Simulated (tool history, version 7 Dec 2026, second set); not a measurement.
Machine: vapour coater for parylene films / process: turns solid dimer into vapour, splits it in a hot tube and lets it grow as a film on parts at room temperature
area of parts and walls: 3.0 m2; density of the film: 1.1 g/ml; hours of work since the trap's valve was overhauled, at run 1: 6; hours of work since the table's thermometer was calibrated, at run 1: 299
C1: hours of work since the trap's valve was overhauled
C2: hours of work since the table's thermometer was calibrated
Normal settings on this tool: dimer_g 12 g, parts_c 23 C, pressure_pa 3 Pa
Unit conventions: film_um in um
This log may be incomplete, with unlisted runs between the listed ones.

Run 1, hour 0: usual settings; C1 6; C2 299. Result: film_um 2.35 um.
Run 2, hour 20.6: usual settings; C1 17; C2 309. Result: film_um 2.32 um.
Run 3, hour 37.4: usual settings but parts_c 17 C; C1 25; C2 317. Result: film_um 2.7 um.
Run 4, hour 65.1: usual settings but parts_c 17 C; C1 39; C2 331. Result: film_um 2.69 um.
Run 5, hour 83: usual settings but parts_c 17 C; C1 48; C2 340. Result: film_um 2.7 um.
Run 6, hour 111.7: usual settings but parts_c 25 C; C1 62; C2 354. Result: film_um 2.22 um.
Run 7, hour 127.7: usual settings but parts_c 25 C; C1 70; C2 362. Result: film_um 2.24 um.
Run 8, hour 155.8: usual settings but parts_c 25 C; C1 84; C2 376. Result: film_um 2.22 um.
Run 9, hour 186.6: usual settings but parts_c 25 C; C1 99; C2 392. Result: film_um 2.18 um.
Run 10, hour 210.6: usual settings but pressure_pa 9.55 Pa; C1 111; C2 404. Result: film_um 2.09 um.
Run 11, hour 233.6: usual settings but pressure_pa 9.55 Pa; C1 123; C2 415. Result: film_um 2.07 um.
Run 12, hour 256.6: usual settings; C1 134; C2 427. Result: film_um 2.27 um.
Run 13, hour 290: usual settings but dimer_g 9 g, parts_c 21 C, pressure_pa 8.75 Pa; C1 151; C2 443. Result: film_um 1.63 um.
Run 14, hour 316.9: usual settings but dimer_g 11 g, parts_c 17 C; C1 164; C2 457. Result: film_um 2.44 um.
Run 15, hour 333.6: usual settings but dimer_g 8 g, parts_c 21 C, pressure_pa 4.2 Pa; C1 173; C2 465. Result: film_um 1.54 um.
Run 16, hour 362.5: usual settings but dimer_g 8 g, parts_c 16 C, pressure_pa 2.58 Pa; C1 187; C2 479. Result: film_um 1.83 um.
Run 17, hour 382.1: usual settings but dimer_g 10 g, parts_c 16 C, pressure_pa 6.92 Pa; C1 197; C2 489. Result: film_um 2.05 um.
Run 18, hour 397.6: usual settings but dimer_g 10 g, parts_c 16 C, pressure_pa 6.92 Pa; C1 205; C2 497. Result: film_um 2.07 um.
Run 19, hour 424.6: usual settings but dimer_g 9 g, pressure_pa 8.48 Pa; C1 218; C2 510. Result: film_um 1.53 um.
Run 20, hour 448.4: usual settings but dimer_g 19 g, pressure_pa 8.48 Pa; C1 230; C2 522. Result: film_um 3.22 um.
Run 21, hour 467.1: usual settings but dimer_g 8 g, parts_c 15 C, pressure_pa 8.07 Pa; C1 239; C2 532. Result: film_um 1.63 um.
Run 22, hour 482.8: usual settings but dimer_g 8 g, parts_c 15 C, pressure_pa 8.07 Pa; C1 247; C2 539. Result: film_um 1.67 um.
Run 23, hour 516.5: usual settings but dimer_g 9 g, parts_c 26 C, pressure_pa 5.5 Pa; C1 264; C2 556. Result: film_um 1.46 um.

Predict each of these 4 candidate next runs independently; none follows another, all start after run 23:
Run A, hour 547.9: usual settings but dimer_g 5 g, parts_c 26 C, pressure_pa 9.86 Pa; C1 279; C2 572. Result: film_um ?.
Run B, hour 547.9: usual settings but dimer_g 17 g, parts_c 26 C, pressure_pa 5.5 Pa; C1 279; C2 572. Result: film_um ?.
Run C, hour 547.9: usual settings but dimer_g 10 g, parts_c 26 C, pressure_pa 3.38 Pa; C1 279; C2 572. Result: film_um ?.
Run D, hour 547.9: usual settings but dimer_g 5 g, pressure_pa 7.31 Pa; C1 279; C2 572. Result: film_um ?.

run  film_um
  A     0.77
  B     2.74
  C      1.7
  D     0.83
Without the tool's hidden state the same runs would have given:
run  film_um
  A     0.83
  B     2.94
  C     1.82
  D     0.89
